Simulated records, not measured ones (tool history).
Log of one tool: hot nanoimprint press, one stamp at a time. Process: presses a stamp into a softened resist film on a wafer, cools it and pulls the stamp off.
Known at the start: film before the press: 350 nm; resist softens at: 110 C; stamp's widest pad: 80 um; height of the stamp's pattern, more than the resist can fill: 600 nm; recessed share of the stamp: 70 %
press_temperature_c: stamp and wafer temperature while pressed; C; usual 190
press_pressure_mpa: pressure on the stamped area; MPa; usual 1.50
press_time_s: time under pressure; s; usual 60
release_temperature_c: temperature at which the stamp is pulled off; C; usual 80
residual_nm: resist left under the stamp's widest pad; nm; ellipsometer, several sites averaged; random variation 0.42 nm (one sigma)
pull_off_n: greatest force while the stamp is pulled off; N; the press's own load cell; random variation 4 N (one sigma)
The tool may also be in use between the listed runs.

Run 1, hour 0.0: usual settings. Result: residual_nm 192.1 nm, pull_off_n 196 N.
Run 2, hour 26.9: usual settings but press_temperature_c 196 C. Result: residual_nm 155.0 nm, pull_off_n 191 N.
Run 3, hour 48.2: usual settings. Result: residual_nm 192.7 nm, pull_off_n 199 N.
Run 4, hour 64.0: usual settings. Result: residual_nm 192.1 nm, pull_off_n 194 N.
Run 5, hour 88.9: usual settings but press_time_s 39 s. Result: residual_nm 218.7 nm, pull_off_n 196 N.
Run 6, hour 112.2: usual settings but release_temperature_c 79 C. Result: residual_nm 192.4 nm, pull_off_n 199 N.
Run 7, hour 143.4: usual settings but release_temperature_c 79 C. Result: residual_nm 192.8 nm, pull_off_n 191 N.
At hour 154.9: plate thermocouple calibrated.
Run 8, hour 171.1: usual settings but press_temperature_c 200 C. Result: residual_nm 134.8 nm, pull_off_n 190 N.
Run 9, hour 197.5: usual settings but press_temperature_c 200 C. Result: residual_nm 135.1 nm, pull_off_n 190 N.
Run 10, hour 233.4: usual settings but press_temperature_c 200 C. Result: residual_nm 134.3 nm, pull_off_n 191 N.
Run 11, hour 269.6: usual settings but press_temperature_c 200 C. Result: residual_nm 134.9 nm, pull_off_n 193 N.
Run 12, hour 294.9: usual settings but press_pressure_mpa 1.82 MPa. Result: residual_nm 174.9 nm, pull_off_n 194 N.
At hour 312.4: press's hydraulic seals changed and the load cell set to zero.
At hour 320.1: stamp cleaned and given a new release coat.
Run 13, hour 334.5: usual settings but press_pressure_mpa 1.82 MPa. Result: residual_nm 175.9 nm, pull_off_n 193 N.
Run 14, hour 366.8: usual settings but release_temperature_c 73 C. Result: residual_nm 193.3 nm, pull_off_n 230 N.
Run 15, hour 401.4: usual settings but press_pressure_mpa 1.06 MPa. Result: residual_nm 225.7 nm, pull_off_n 194 N.
Run 16, hour 416.5: usual settings. Result: residual_nm 193.4 nm, pull_off_n 194 N.
Run 17, hour 446.2: usual settings but press_pressure_mpa 0.91 MPa, release_temperature_c 66 C. Result: residual_nm 239.7 nm, pull_off_n 254 N.
Run 18, hour 479.9: usual settings but press_pressure_mpa 1.76 MPa, release_temperature_c 71 C. Result: residual_nm 179.5 nm, pull_off_n 227 N.
Run 19, hour 495.9: usual settings but press_pressure_mpa 1.76 MPa, release_temperature_c 71 C. Result: residual_nm 179.6 nm, pull_off_n 231 N.
Run 20, hour 517.1: usual settings but press_pressure_mpa 1.76 MPa, release_temperature_c 71 C. Result: residual_nm 179.1 nm, pull_off_n 236 N.
Run 21, hour 540.5: usual settings but press_pressure_mpa 1.91 MPa, press_time_s 52 s, release_temperature_c 71 C. Result: residual_nm 180.2 nm, pull_off_n 228 N.
Run 22, hour 560.7: usual settings but press_pressure_mpa 1.91 MPa, press_time_s 52 s, release_temperature_c 71 C. Result: residual_nm 180.0 nm, pull_off_n 231 N.
Run 23, hour 588.6: usual settings but press_pressure_mpa 1.91 MPa, press_time_s 34 s, release_temperature_c 81 C. Result: residual_nm 205.8 nm, pull_off_n 189 N.
Run 24, hour 611.6: usual settings but press_pressure_mpa 1.91 MPa, press_time_s 34 s, release_temperature_c 81 C. Result: residual_nm 205.7 nm, pull_off_n 184 N.
Run 25, hour 647.2: usual settings but press_time_s 92 s. Result: residual_nm 168.7 nm, pull_off_n 193 N.
Run 26, hour 670.8: usual settings but press_pressure_mpa 1.43 MPa, release_temperature_c 66 C. Result: residual_nm 198.6 nm, pull_off_n 242 N.
Run 27, hour 691.1: usual settings but press_pressure_mpa 0.90 MPa, release_temperature_c 76 C. Result: residual_nm 241.6 nm, pull_off_n 207 N.
Run 28, hour 720.8: usual settings but press_temperature_c 196 C, press_pressure_mpa 1.35 MPa, press_time_s 52 s. Result: residual_nm 174.0 nm, pull_off_n 202 N.
Run 29, hour 738.0: usual settings but press_temperature_c 196 C, press_pressure_mpa 1.35 MPa, press_time_s 83 s. Result: residual_nm 147.8 nm, pull_off_n 192 N.
At hour 750.3: stamp cleaned and given a new release coat.
Run 30, hour 771.8: usual settings but press_temperature_c 196 C, press_pressure_mpa 1.35 MPa, press_time_s 83 s. Result: residual_nm 147.7 nm, pull_off_n 194 N.
Run 31, hour 799.0: usual settings but press_temperature_c 186 C, press_pressure_mpa 1.54 MPa, press_time_s 97 s. Result: residual_nm 190.8 nm, pull_off_n 195 N.

Forecast each of these 3 alternatives for the next run:
Run A, hour 833.2: usual settings but press_pressure_mpa 2.23 MPa, release_temperature_c 72 C. Result: residual_nm ?, pull_off_n ?.
Run B, hour 833.2: usual settings but press_time_s 83 s, release_temperature_c 74 C. Result: residual_nm ?, pull_off_n ?.
Run C, hour 833.2: usual settings but press_temperature_c 189 C, press_pressure_mpa 1.54 MPa, press_time_s 97 s. Result: residual_nm ?, pull_off_n ?.

run  residual_nm  pull_off_n
  A        159.1         218
  B        175.4         218
  C        170.6         194
Without the tool's hidden state the same runs would have given:
run  residual_nm  pull_off_n
  A        157.0         218
  B        173.1         218
  C        168.4         194
